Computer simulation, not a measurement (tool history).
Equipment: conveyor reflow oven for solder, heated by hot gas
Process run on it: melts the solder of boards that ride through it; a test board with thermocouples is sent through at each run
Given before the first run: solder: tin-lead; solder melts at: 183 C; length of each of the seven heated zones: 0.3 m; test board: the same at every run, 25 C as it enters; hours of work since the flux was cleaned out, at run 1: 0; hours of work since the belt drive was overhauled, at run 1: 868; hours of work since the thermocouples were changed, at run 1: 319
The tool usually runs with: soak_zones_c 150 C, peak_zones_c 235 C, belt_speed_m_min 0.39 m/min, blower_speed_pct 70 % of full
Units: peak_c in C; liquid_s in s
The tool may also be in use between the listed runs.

run,hour,soak_zones_c,peak_zones_c,belt_speed_m_min,blower_speed_pct,hours of work since the flux was cleaned out,hours of work since the belt drive was overhauled,hours of work since the thermocouples were changed,peak_c,liquid_s
1,0,150,235,0.39,70,0,868,319,222.9,80.9
2,49.7,150,235,0.39,70,39,907,359,222.9,80.6
3,84.7,150,235,0.39,70,67,935,387,222.5,80.6
4,147.4,150,235,0.39,70,117,985,436,222,80.2
5,199.9,150,235,0.39,70,159,1026,478,221.7,79.9
6,240.2,150,235,0.39,70,190,1058,510,221.8,79.8
7,299.1,150,235,0.39,70,237,1105,556,221.4,79.6
8,352.5,150,225,0.39,70,280,1147,599,212.6,71.9
# hour 361.2: belt drive overhauled, speed set with a stopwatch
# hour 377.3: flux residue cleaned out of gas plates and filters
9,410.7,150,225,0.39,70,27,35,638,213.6,73.6
10,443.1,150,225,0.39,70,52,61,664,213.6,73.4
11,491,146,225,0.39,70,90,99,702,212.2,70.6
12,566.4,146,225,0.39,70,150,159,761,212.2,70.1
13,628.8,146,225,0.39,70,199,208,811,212.1,69.7
# hour 647.4: belt drive overhauled, speed set with a stopwatch, once more
14,700.5,150,235,0.39,70,253,42,864,220.7,77.9
# hour 752.5: flux residue cleaned out of gas plates and filters
15,777,146,225,0.383,51,19,99,921,207.1,62.4
# hour 798.1: thermocouples of zones 6 and 7 changed
16,840.4,143,243,0.39,58,68,148,34,225.6,78.3
17,880.9,143,243,0.39,58,100,180,66,225.4,78.1
18,923,158,243,0.39,58,134,213,99,228.2,87.6
19,964.9,158,243,0.39,58,167,246,132,227.5,87.4
20,1026.6,138,246,0.36,84,216,295,181,236.1,90.8
21,1094,138,246,0.36,84,269,349,235,236,90.6
# hour 1127.8: flux residue cleaned out of gas plates and filters
22,1169.2,150,235,0.39,52,33,404,290,217.5,75.3
23,1216.6,153,228,0.39,70,70,442,328,217.4,77.9
24,1254.6,153,231,0.334,70,101,472,358,223.1,96.5
25,1321.3,163,231,0.334,70,153,525,411,224,103.3
26,1383.9,150,236,0.39,66,203,574,460,222.3,79.7
27,1441.2,150,236,0.42,80,249,620,506,223.4,75.1

Here are 3 independent what-if runs from the current tool condition. What would each one return?
# hour 1500.8: flux residue cleaned out of gas plates and filters
A,1518.7,150,249,0.39,54,14,677,563,?,?
# hour 1500.8: flux residue cleaned out of gas plates and filters
B,1518.7,150,227,0.45,67,14,677,563,?,?
# hour 1500.8: flux residue cleaned out of gas plates and filters
C,1518.7,150,236,0.42,83,14,677,563,?,?

run,peak_c,liquid_s
A,230.3,85.3
B,211.6,60.1
C,225.3,76.5
With the hidden condition removed and each run's random variation left untouched, the same runs would have given:
run,peak_c,liquid_s
A,230.4,84.7
B,211.7,59.8
C,225.5,76.1

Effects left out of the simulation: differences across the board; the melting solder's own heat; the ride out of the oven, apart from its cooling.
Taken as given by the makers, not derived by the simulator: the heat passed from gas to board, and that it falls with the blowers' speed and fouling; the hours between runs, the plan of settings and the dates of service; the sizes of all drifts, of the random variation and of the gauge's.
